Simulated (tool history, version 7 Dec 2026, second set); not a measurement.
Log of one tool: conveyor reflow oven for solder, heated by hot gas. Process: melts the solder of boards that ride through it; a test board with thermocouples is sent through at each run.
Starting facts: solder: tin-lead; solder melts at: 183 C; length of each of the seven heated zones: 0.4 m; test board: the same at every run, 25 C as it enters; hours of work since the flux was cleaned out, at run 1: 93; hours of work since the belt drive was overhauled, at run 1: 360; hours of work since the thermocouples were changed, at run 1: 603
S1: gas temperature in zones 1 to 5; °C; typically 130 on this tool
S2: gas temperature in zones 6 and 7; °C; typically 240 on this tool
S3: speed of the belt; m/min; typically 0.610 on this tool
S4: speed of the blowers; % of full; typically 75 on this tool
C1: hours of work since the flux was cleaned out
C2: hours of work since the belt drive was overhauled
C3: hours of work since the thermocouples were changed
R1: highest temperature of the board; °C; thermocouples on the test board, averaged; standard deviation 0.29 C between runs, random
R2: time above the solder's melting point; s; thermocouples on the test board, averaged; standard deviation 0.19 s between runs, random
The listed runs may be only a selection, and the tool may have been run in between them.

run   hour   S1   S2     S3  S4   C1   C2   C3     R1    R2
  1    0.0  130  240  0.610  75   93  360  603  222.3  60.6
  2   31.9  130  240  0.610  75  112  379  622  222.2  60.5
  3   60.2  130  240  0.610  75  129  396  639  221.8  60.6
  4   85.3  130  240  0.610  75  143  411  654  221.8  60.8
      92.3  -- belt drive overhauled, speed set with a stopwatch
  5  122.1  130  240  0.610  75  163   18  673  221.6  60.8
  6  158.2  130  240  0.610  75  184   39  695  221.8  60.6
  7  191.1  130  251  0.645  75  204   59  714  229.3  61.8
  8  229.1  139  248  0.610  65  227   81  737  227.5  67.0
     241.7  -- belt drive overhauled, speed set with a stopwatch, once more
  9  262.1  139  248  0.610  65  244   12  754  226.5  65.6
 10  277.8  135  248  0.603  85  253   21  764  230.9  68.0
     282.6  -- thermocouples of zones 6 and 7 changed
 11  296.0  135  248  0.603  85  263   31    8  232.7  68.5

Some steps in R1 between neighbouring runs. How much of each would the tool show without its hidden state too (settings, what came in, random variation), and how much is left for the hidden state, with any gauge scatter that isn't in both results?
The tool's hidden condition here consists of: heat that the gas passes to the board, % of a clean oven's; belt's true speed, % of the reading; true gas temperature in zones 6 and 7 over the reading, C; drift of the gauge itself on peak_c, C; drift of the gauge itself on liquid_s, %.
Run 6 -> 7: S2 240 -> 251, S3 0.610 -> 0.645. R1 +7.5 °C: hidden state -0.2, all else +7.7.
Run 10 -> 11: thermocouples of zones 6 and 7 changed. R1 +1.8 °C: hidden state +1.6, all else +0.2.
